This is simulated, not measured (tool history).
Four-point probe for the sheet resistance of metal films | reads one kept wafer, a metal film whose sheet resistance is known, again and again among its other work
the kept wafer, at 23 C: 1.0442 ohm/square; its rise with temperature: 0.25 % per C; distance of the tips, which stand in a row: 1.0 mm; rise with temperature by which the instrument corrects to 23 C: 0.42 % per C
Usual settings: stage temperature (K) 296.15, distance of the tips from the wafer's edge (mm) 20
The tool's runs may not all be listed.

run     day  stage temperature (K)  distance of the tips from the wafer's edge (mm)  sheet resistance as the instrument gives it (ohm/square)
  1       0                 296.15                                               20                                                  1.045797
  2   1.908                 296.15                                               20                                                  1.046437
  3   2.817                 296.15                                               20                                                  1.046133
  4   4.171                 296.15                                               20                                                  1.046538
  5   5.042                 296.15                                               20                                                  1.046437
  6   6.042                 296.15                                               20                                                  1.046425
  7   6.925                 296.15                                               20                                                  1.046624
  8     7.9                 296.15                                               20                                                  1.046913
  9   9.788                 302.15                                               20                                                  1.036338
 10  11.296                 301.15                                               20                                                  1.038059
 11  12.604                 293.15                                                4                                                  1.084685
 12  13.638                 293.15                                                4                                                  1.084596
 13  14.933                 305.15                                               12                                                  1.034504
 14  16.029                 305.15                                               12                                                  1.034561
 15  17.746                 300.15                                               24                                                  1.039407
 16  19.046                 297.15                                               48                                                  1.044085

Some steps in sheet resistance as the instrument gives it (ohm/square) between neighbouring runs. How much of each would the tool show without its hidden state too (settings, what came in, random variation), and how much is left for the hidden state, with any gauge scatter that isn't in both results?
The hidden state here: inner tips' distance over the nominal, %; tips' flats over new ones', %; wafer's true temperature over the reading, C; drift of the gauge itself on sheet_ohm, %.
Run 10 -> 11: stage temperature (K) 301.15 -> 293.15, distance of the tips from the wafer's edge (mm) 20 -> 4. sheet resistance as the instrument gives it (ohm/square) +0.046626: hidden state +0.000076, all else +0.04655.
Run 12 -> 13: stage temperature (K) 293.15 -> 305.15, distance of the tips from the wafer's edge (mm) 4 -> 12. sheet resistance as the instrument gives it (ohm/square) -0.050092: hidden state +0.000018, all else -0.05011.
